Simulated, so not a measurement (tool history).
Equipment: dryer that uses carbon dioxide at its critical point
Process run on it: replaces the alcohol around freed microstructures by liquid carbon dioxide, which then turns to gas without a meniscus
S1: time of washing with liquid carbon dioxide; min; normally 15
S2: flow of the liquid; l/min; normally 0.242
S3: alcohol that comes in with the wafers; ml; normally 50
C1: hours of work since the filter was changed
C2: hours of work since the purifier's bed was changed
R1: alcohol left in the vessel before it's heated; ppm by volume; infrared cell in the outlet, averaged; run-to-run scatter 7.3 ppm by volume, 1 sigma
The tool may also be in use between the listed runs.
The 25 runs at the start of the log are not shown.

Run 26, hour 210.7: usual settings but S1 13 min, S3 78 ml; C1 17; C2 203. Result: R1 1195 ppm by volume.
Run 27, hour 218.7: usual settings but S1 13 min, S3 78 ml; C1 21; C2 206. Result: R1 1245 ppm by volume.
Run 28, hour 225.5: usual settings but S1 13 min, S3 78 ml; C1 23; C2 209. Result: R1 1232 ppm by volume.
Run 29, hour 231.4: usual settings but S1 13 min, S3 78 ml; C1 25; C2 211. Result: R1 1248 ppm by volume.
Run 30, hour 240: usual settings but S1 11 min, S2 0.21 l/min, S3 54 ml; C1 29; C2 214. Result: R1 3063 ppm by volume.
Run 31, hour 250.7: usual settings but S1 11 min, S2 0.21 l/min, S3 54 ml; C1 33; C2 219. Result: R1 3093 ppm by volume.
Run 32, hour 261.2: usual settings but S1 11 min, S2 0.21 l/min, S3 54 ml; C1 37; C2 223. Result: R1 3056 ppm by volume.
Run 33, hour 271.7: usual settings but S1 10 min, S2 0.228 l/min, S3 21 ml; C1 41; C2 227. Result: R1 1301 ppm by volume.
Run 34, hour 282.3: usual settings but S1 16 min, S2 0.165 l/min, S3 54 ml; C1 45; C2 231. Result: R1 1841 ppm by volume.
Run 35, hour 290.3: usual settings but S1 16 min, S2 0.165 l/min, S3 54 ml; C1 48; C2 234. Result: R1 1907 ppm by volume.
Run 36, hour 299.8: usual settings but S1 16 min, S2 0.165 l/min, S3 54 ml; C1 51; C2 237. Result: R1 1890 ppm by volume.
Run 37, hour 308.9: usual settings but S2 0.204 l/min, S3 40 ml; C1 55; C2 241. Result: R1 735 ppm by volume.
Run 38, hour 318.8: usual settings but S1 10 min, S2 0.275 l/min, S3 98 ml; C1 59; C2 245. Result: R1 2936 ppm by volume.
Run 39, hour 325.1: usual settings but S3 73 ml; C1 61; C2 247. Result: R1 598 ppm by volume.
Run 40, hour 334.9: usual settings but S3 73 ml; C1 65; C2 251. Result: R1 584 ppm by volume.
Run 41, hour 340.6: usual settings but S1 10 min, S2 0.152 l/min, S3 32 ml; C1 67; C2 253. Result: R1 6234 ppm by volume.
Run 42, hour 351.5: usual settings but S1 19 min, S2 0.373 l/min, S3 83 ml; C1 71; C2 257. Result: R1 23 ppm by volume.
Run 43, hour 356.9: usual settings but S1 13 min, S2 0.167 l/min, S3 83 ml; C1 73; C2 259. Result: R1 6052 ppm by volume.

Consider 4 possible next runs. They are alternatives, not a sequence: every one starts from the tool as it was left by run 43. What does each give?
Run A, hour 366.6: usual settings but S1 13 min, S2 0.184 l/min, S3 23 ml; C1 77; C2 263. Result: R1 ?.
Run B, hour 366.6: usual settings but S1 13 min, S2 0.154 l/min, S3 66 ml; C1 77; C2 263. Result: R1 ?.
Run C, hour 366.6: usual settings but S1 14 min, S2 0.178 l/min, S3 105 ml; C1 77; C2 263. Result: R1 ?.
Run D, hour 366.6: usual settings but S1 13 min, S2 0.167 l/min, S3 103 ml; C1 77; C2 263. Result: R1 ?.

run    R1
  A  1215
  B  6135
  C  4671
  D  7392
The same runs, with their run-to-run variation unchanged, on a tool lacking any hidden condition would have given:
run    R1
  A  1093
  B  5663
  C  4227
  D  6782
